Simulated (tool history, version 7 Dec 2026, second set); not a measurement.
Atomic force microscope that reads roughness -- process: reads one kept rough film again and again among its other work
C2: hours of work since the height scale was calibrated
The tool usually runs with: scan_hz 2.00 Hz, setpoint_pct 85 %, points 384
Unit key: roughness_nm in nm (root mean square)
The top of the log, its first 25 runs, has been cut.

Run 26, hour 805.2: usual settings but scan_hz 2.45 Hz, points 258; pictures with this tip 263; C2 38. Result: roughness_nm 3.251 nm (root mean square).
Run 27, hour 842.3: usual settings but scan_hz 0.53 Hz, setpoint_pct 87 %, points 306; pictures with this tip 351; C2 65. Result: roughness_nm 3.642 nm (root mean square).
At hour 846.4: new tip fitted.
Run 28, hour 868.7: usual settings but scan_hz 0.54 Hz, points 884; pictures with this tip 53; C2 84. Result: roughness_nm 4.329 nm (root mean square).
Run 29, hour 905.0: usual settings but scan_hz 2.73 Hz, setpoint_pct 74 %, points 507; pictures with this tip 139; C2 110. Result: roughness_nm 3.751 nm (root mean square).
Run 30, hour 931.6: usual settings but scan_hz 2.73 Hz, setpoint_pct 78 %, points 503; pictures with this tip 202; C2 129. Result: roughness_nm 3.529 nm (root mean square).
Run 31, hour 972.6: usual settings but setpoint_pct 79 %, points 428; pictures with this tip 300; C2 159. Result: roughness_nm 3.479 nm (root mean square).
At hour 995.8: new tip fitted.
Run 32, hour 999.1: usual settings but setpoint_pct 79 %, points 428; pictures with this tip 8; C2 178. Result: roughness_nm 4.076 nm (root mean square).
Run 33, hour 1018.2: usual settings but setpoint_pct 79 %, points 428; pictures with this tip 53; C2 191. Result: roughness_nm 3.961 nm (root mean square).
Run 34, hour 1058.6: usual settings but scan_hz 2.15 Hz, setpoint_pct 79 %, points 428; pictures with this tip 149; C2 221. Result: roughness_nm 3.745 nm (root mean square).
Run 35, hour 1077.7: usual settings but scan_hz 1.08 Hz, setpoint_pct 88 %, points 313; pictures with this tip 194; C2 235. Result: roughness_nm 3.720 nm (root mean square).
Run 36, hour 1099.8: usual settings but scan_hz 1.45 Hz, setpoint_pct 78 %, points 300; pictures with this tip 247; C2 251. Result: roughness_nm 3.717 nm (root mean square).
Run 37, hour 1127.5: usual settings but scan_hz 0.69 Hz, setpoint_pct 75 %; pictures with this tip 313; C2 271. Result: roughness_nm 3.795 nm (root mean square).
At hour 1145.5: new tip fitted.
Run 38, hour 1149.4: usual settings but setpoint_pct 88 %, points 740; pictures with this tip 9; C2 286. Result: roughness_nm 3.844 nm (root mean square).
Run 39, hour 1183.8: usual settings but scan_hz 1.40 Hz, setpoint_pct 74 %, points 740; pictures with this tip 91; C2 311. Result: roughness_nm 4.126 nm (root mean square).
Run 40, hour 1203.9: usual settings but scan_hz 1.40 Hz, setpoint_pct 74 %, points 740; pictures with this tip 139; C2 326. Result: roughness_nm 3.994 nm (root mean square).
Run 41, hour 1240.5: usual settings but scan_hz 1.40 Hz, setpoint_pct 74 %, points 740; pictures with this tip 225; C2 352. Result: roughness_nm 3.839 nm (root mean square).
Run 42, hour 1261.5: usual settings but points 285; pictures with this tip 275; C2 367. Result: roughness_nm 3.387 nm (root mean square).
At hour 1294.7: new tip fitted.
Run 43, hour 1294.7: usual settings but scan_hz 0.63 Hz; pictures with this tip 0; C2 391. Result: roughness_nm 4.358 nm (root mean square).
Run 44, hour 1314.0: usual settings but scan_hz 0.63 Hz, setpoint_pct 66 %, points 480; pictures with this tip 45; C2 405. Result: roughness_nm 4.416 nm (root mean square).
Run 45, hour 1347.2: usual settings but scan_hz 0.75 Hz, points 538; pictures with this tip 124; C2 429. Result: roughness_nm 4.036 nm (root mean square).

Below are 4 alternative next runs, each starting from the tool's condition after run 45. Predict each:
Run A, hour 1383.4: usual settings but scan_hz 1.06 Hz, points 538; pictures with this tip 210; C2 455. Result: roughness_nm ?.
Run B, hour 1383.4: usual settings but setpoint_pct 80 %; pictures with this tip 210; C2 455. Result: roughness_nm ?.
Run C, hour 1383.4: usual settings but scan_hz 0.98 Hz, points 538; pictures with this tip 210; C2 455. Result: roughness_nm ?.
Run D, hour 1383.4: usual settings but scan_hz 0.55 Hz, setpoint_pct 88 %, points 371; pictures with this tip 210; C2 455. Result: roughness_nm ?.

run  roughness_nm
  A         3.799
  B         3.584
  C         3.828
  D         3.896
Had the tool no hidden state, the same runs would have come out as:
run  roughness_nm
  A         4.335
  B         4.089
  C         4.367
  D         4.443

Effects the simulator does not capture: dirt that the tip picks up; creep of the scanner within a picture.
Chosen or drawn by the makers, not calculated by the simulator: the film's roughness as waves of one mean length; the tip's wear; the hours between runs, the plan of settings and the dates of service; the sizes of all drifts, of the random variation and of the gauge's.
